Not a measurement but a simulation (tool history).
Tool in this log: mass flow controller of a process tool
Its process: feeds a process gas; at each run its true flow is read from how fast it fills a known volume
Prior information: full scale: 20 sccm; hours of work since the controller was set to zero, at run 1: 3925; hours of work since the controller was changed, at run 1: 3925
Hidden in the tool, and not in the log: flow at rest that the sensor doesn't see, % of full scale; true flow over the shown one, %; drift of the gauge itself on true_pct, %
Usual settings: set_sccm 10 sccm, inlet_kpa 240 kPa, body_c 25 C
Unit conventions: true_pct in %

run,hour,set_sccm,inlet_kpa,body_c,hours of work since the controller was set to zero,hours of work since the controller was changed,true_pct
1,0,10,240,25,3925,3925,97.49
2,438.2,10,240,25,4057,4057,97.42
3,694.4,2,240,25,4134,4134,95.05
4,1258.7,10,240,37,4305,4305,96.86
5,1574.9,10,240,37,4401,4401,96.89
6,1873.8,10,243,25,4491,4491,97.19
# hour 1911.7: controller's zero set anew
7,2233.3,10,243,25,97,4599,96.89
8,2485.1,8,183,24,173,4676,96.76
9,2920.5,2,261,28,305,4807,93.38
10,3234.6,8,187,35,400,4902,96.35
11,3570.4,10,199,25,501,5004,97
# hour 3979.7: controller's zero set anew, once more
12,4107.2,3,206,40,39,5166,96.19
13,4572.4,10,215,24,179,5306,97.45

4 ways to go on from here, each from the tool as it stands after run 13. What would each give?
A,4963.1,5,215,33,297,5424,?
B,4963.1,10,164,24,297,5424,?
C,4963.1,10,240,31,297,5424,?
D,4963.1,10,240,25,297,5424,?

run,true_pct
A,96.51
B,97.53
C,96.97
D,97.4
With no hidden state in the tool, these same runs would have given:
run,true_pct
A,98.12
B,99.06
C,98.51
D,98.94
